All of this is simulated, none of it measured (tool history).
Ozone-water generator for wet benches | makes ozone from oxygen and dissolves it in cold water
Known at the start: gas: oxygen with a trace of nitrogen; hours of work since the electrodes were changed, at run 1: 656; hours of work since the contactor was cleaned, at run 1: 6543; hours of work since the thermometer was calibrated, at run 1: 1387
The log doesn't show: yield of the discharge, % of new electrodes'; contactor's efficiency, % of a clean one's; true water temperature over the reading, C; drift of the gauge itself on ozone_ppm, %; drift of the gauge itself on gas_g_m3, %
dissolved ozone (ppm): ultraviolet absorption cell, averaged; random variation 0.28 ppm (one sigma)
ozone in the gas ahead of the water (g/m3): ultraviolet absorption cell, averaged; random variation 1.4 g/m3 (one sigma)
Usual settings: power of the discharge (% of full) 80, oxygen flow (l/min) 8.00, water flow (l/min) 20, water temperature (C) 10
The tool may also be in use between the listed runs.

run	day	power of the discharge (% of full)	oxygen flow (l/min)	water flow (l/min)	water temperature (C)	hours of work since the electrodes were changed	hours of work since the contactor was cleaned	hours of work since the thermometer was calibrated	dissolved ozone (ppm)	ozone in the gas ahead of the water (g/m3)
1	0.000	80	8.00	20	10	656	6543	1387	40.3	253.0
2	0.833	80	8.00	20	10	673	6560	1405	40.3	253.2
3	2.029	80	8.00	20	10	698	6586	1430	40.9	252.2
4	3.467	80	8.00	20	10	729	6616	1460	40.6	252.0
5	4.954	80	8.00	20	10	760	6647	1492	40.2	252.0
6	6.342	80	8.00	20	10	789	6677	1521	40.5	253.9
7	7.425	80	5.15	20	10	812	6699	1544	40.9	325.1
8	9.225	80	5.15	20	10	850	6737	1582	41.1	326.7
9	10.017	80	8.00	20	10	867	6754	1599	39.8	253.7
10	11.383	80	8.00	20	10	896	6783	1627	40.2	250.4
11	12.233	80	8.00	20	10	914	6801	1645	40.1	250.4
12	13.958	80	8.00	20	10	950	6837	1682	40.4	251.1
13	15.362	80	8.00	18	10	980	6867	1711	44.0	251.9
14	16.538	80	8.00	18	10	1005	6892	1736	43.9	248.6
15	18.012	80	8.00	18	10	1036	6923	1767	42.8	248.5
16	19.500	80	8.00	18	10	1067	6954	1799	43.2	249.0
17	21.300	61	6.67	20	10	1105	6992	1837	33.4	232.1
18	22.492	61	6.67	20	10	1130	7017	1862	33.6	230.4
19	24.183	80	10.19	20	9	1166	7053	1898	39.4	215.7
# day 24.292: water thermometer calibrated
20	26.042	80	5.21	19	10	1205	7092	37	42.3	320.2
21	27.296	51	8.00	12	10	1231	7118	63	41.9	184.4
# day 27.808: water thermometer calibrated, once more
22	28.296	68	5.21	25	6	1252	7139	10	30.1	286.5
23	29.179	40	11.70	15	16	1270	7158	29	25.0	124.9
24	30.417	40	11.70	15	16	1297	7184	55	25.2	124.2
25	31.258	40	11.70	15	16	1314	7202	73	25.2	123.0
26	33.058	51	8.37	17	12	1352	7239	111	32.0	177.8
27	34.025	51	12.64	13	12	1373	7260	131	34.4	139.7
28	34.908	51	12.64	13	12	1391	7279	150	33.7	139.6
29	36.754	88	12.64	25	17	1430	7318	189	29.7	201.2
30	38.238	54	8.20	22	10	1462	7349	220	27.7	186.4
31	39.829	54	8.20	22	10	1495	7382	254	27.8	186.3
32	40.679	54	8.20	22	10	1513	7400	272	28.0	187.3

Hidden state or all else? Some run-to-run changes of dissolved ozone (ppm), split into what the settings, what came in and random variation would give without the hidden state, and what is left for the hidden state (with any gauge scatter that isn't in both results):
Run 16 -> 17: power of the discharge (% of full) 80 -> 61, oxygen flow (l/min) 8.00 -> 6.67, water flow (l/min) 18 -> 20. dissolved ozone (ppm) -9.8: hidden state +0.8, all else -10.6.
Run 20 -> 21: power of the discharge (% of full) 80 -> 51, oxygen flow (l/min) 5.21 -> 8.00, water flow (l/min) 19 -> 12. dissolved ozone (ppm) -0.4: hidden state +1.5, all else -1.9.
Run 21 -> 22: power of the discharge (% of full) 51 -> 68, oxygen flow (l/min) 8.00 -> 5.21, water flow (l/min) 12 -> 25, water temperature (C) 10 -> 6, water thermometer calibrated, once more. dissolved ozone (ppm) -11.8: hidden state -0.6, all else -11.2.
Run 22 -> 23: power of the discharge (% of full) 68 -> 40, oxygen flow (l/min) 5.21 -> 11.70, water flow (l/min) 25 -> 15, water temperature (C) 6 -> 16. dissolved ozone (ppm) -5.1: hidden state +1.6, all else -6.7.
Run 25 -> 26: power of the discharge (% of full) 40 -> 51, oxygen flow (l/min) 11.70 -> 8.37, water flow (l/min) 15 -> 17, water temperature (C) 16 -> 12. dissolved ozone (ppm) +6.8: hidden state -0.9, all else +7.7.
Run 28 -> 29: power of the discharge (% of full) 51 -> 88, water flow (l/min) 13 -> 25, water temperature (C) 12 -> 17. dissolved ozone (ppm) -4.0: hidden state -1.2, all else -2.8.
